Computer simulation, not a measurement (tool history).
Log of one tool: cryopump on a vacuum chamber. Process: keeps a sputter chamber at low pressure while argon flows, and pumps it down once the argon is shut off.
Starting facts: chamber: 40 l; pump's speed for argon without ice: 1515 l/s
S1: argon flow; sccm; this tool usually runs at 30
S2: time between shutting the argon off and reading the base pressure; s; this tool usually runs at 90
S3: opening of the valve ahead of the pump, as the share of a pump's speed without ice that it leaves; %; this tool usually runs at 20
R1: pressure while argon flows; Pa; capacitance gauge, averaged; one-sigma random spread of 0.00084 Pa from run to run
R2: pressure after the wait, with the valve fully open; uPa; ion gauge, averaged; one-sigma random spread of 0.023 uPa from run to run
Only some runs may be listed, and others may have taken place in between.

{"run": 1, "hour": 0.0, "S1": 30, "S2": 90, "S3": 20, "R1": 0.1708, "R2": 1.62}
{"run": 2, "hour": 8.6, "S1": 30, "S2": 90, "S3": 20, "R1": 0.1701, "R2": 1.66}
{"run": 3, "hour": 18.6, "S1": 30, "S2": 90, "S3": 20, "R1": 0.1686, "R2": 1.6}
{"run": 4, "hour": 27.6, "S1": 30, "S2": 90, "S3": 20, "R1": 0.1689, "R2": 1.61}
{"run": 5, "hour": 40.9, "S1": 30, "S2": 90, "S3": 20, "R1": 0.169, "R2": 1.61}
{"run": 6, "hour": 49.8, "S1": 30, "S2": 90, "S3": 20, "R1": 0.1699, "R2": 1.65}
{"run": 7, "hour": 58.4, "S1": 30, "S2": 90, "S3": 20, "R1": 0.1708, "R2": 1.66}
{"run": 8, "hour": 67.1, "S1": 30, "S2": 90, "S3": 20, "R1": 0.1713, "R2": 1.68}
{"run": 9, "hour": 77.6, "S1": 30, "S2": 90, "S3": 22, "R1": 0.1546, "R2": 1.64}
{"run": 10, "hour": 87.5, "S1": 30, "S2": 90, "S3": 20, "R1": 0.1704, "R2": 1.65}
{"run": 11, "hour": 96.1, "S1": 30, "S2": 90, "S3": 20, "R1": 0.1697, "R2": 1.66}
{"run": 12, "hour": 108.8, "S1": 15, "S2": 91, "S3": 20, "R1": 0.0864, "R2": 1.76}
{"run": 13, "hour": 124.2, "S1": 15, "S2": 91, "S3": 20, "R1": 0.0852, "R2": 1.71}
{"run": 14, "hour": 137.6, "S1": 34, "S2": 68, "S3": 33, "R1": 0.1192, "R2": 1.94}
{"run": 15, "hour": 145.9, "S1": 45, "S2": 26, "S3": 23, "R1": 0.2253, "R2": 3.37}
{"run": 16, "hour": 159.7, "S1": 30, "S2": 36, "S3": 20, "R1": 0.1697, "R2": 2.82}
{"run": 17, "hour": 170.4, "S1": 30, "S2": 36, "S3": 20, "R1": 0.1717, "R2": 2.76}
{"run": 18, "hour": 187.9, "S1": 30, "S2": 36, "S3": 20, "R1": 0.1708, "R2": 2.62}
{"run": 19, "hour": 197.5, "S1": 21, "S2": 36, "S3": 18, "R1": 0.1333, "R2": 2.75}
{"run": 20, "hour": 213.1, "S1": 30, "S2": 103, "S3": 20, "R1": 0.1716, "R2": 1.77}
{"run": 21, "hour": 225.6, "S1": 40, "S2": 196, "S3": 20, "R1": 0.2292, "R2": 1.51}

4 ways to go on from here, each from the tool as it stands after run 21. What would each give?
{"run": "A", "hour": 234.0, "S1": 18, "S2": 51, "S3": 20, "R1": "?", "R2": "?"}
{"run": "B", "hour": 234.0, "S1": 40, "S2": 110, "S3": 47, "R1": "?", "R2": "?"}
{"run": "C", "hour": 234.0, "S1": 32, "S2": 196, "S3": 20, "R1": "?", "R2": "?"}
{"run": "D", "hour": 234.0, "S1": 21, "S2": 90, "S3": 47, "R1": "?", "R2": "?"}

run=A R1=0.1028 R2=2.23
run=B R1=0.1016 R2=1.68
run=C R1=0.1844 R2=1.50
run=D R1=0.0539 R2=1.86
Without the tool's hidden state the same runs would have given:
run=A R1=0.1000 R2=1.23
run=B R1=0.0952 R2=0.67
run=C R1=0.1793 R2=0.48
run=D R1=0.0505 R2=0.82
